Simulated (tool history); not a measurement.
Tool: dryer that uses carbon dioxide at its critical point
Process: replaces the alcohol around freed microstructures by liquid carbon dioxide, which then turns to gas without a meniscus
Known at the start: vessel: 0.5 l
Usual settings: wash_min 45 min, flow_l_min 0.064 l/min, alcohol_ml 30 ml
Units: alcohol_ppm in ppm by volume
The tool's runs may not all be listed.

run,hour,wash_min,flow_l_min,alcohol_ml,alcohol_ppm
1,0,45,0.064,30,731
2,14.7,45,0.064,30,741
3,22.4,45,0.064,30,764
4,38.7,65,0.064,30,139
5,53.3,65,0.064,30,144
6,61.7,65,0.064,30,152
7,71.1,45,0.064,30,772
8,86,45,0.064,30,793
9,93.3,45,0.064,30,810
10,106.5,45,0.064,30,806
11,117.5,45,0.064,30,814
12,125.7,45,0.064,30,799
13,138.5,45,0.064,30,819
14,149.3,45,0.064,42,1115
15,162,48,0.1068,107,170
16,176.1,48,0.1068,107,176
17,192,48,0.1068,107,176
18,208.5,45,0.0756,90,1213
19,220.7,65,0.0756,45,122
20,228.9,48,0.0992,69,190
21,243.4,28,0.0809,55,3965
22,259.1,42,0.0602,33,1609
23,271.2,28,0.0602,27,4489
24,278.7,47,0.0575,60,2171
25,285.8,47,0.0575,60,2228
26,295,34,0.0575,98,10814
27,309,34,0.0753,98,4740

4 ways to go on from here, each from the tool as it stands after run 27. What would each give?
A,316.5,34,0.0963,22,?
B,316.5,36,0.0386,59,?
C,316.5,43,0.064,62,?
D,316.5,45,0.064,63,?

run,alcohol_ppm
A,471
B,14765
C,2234
D,1840
Without the tool's hidden state the same runs would have given:
run,alcohol_ppm
A,282
B,12484
C,1582
D,1279
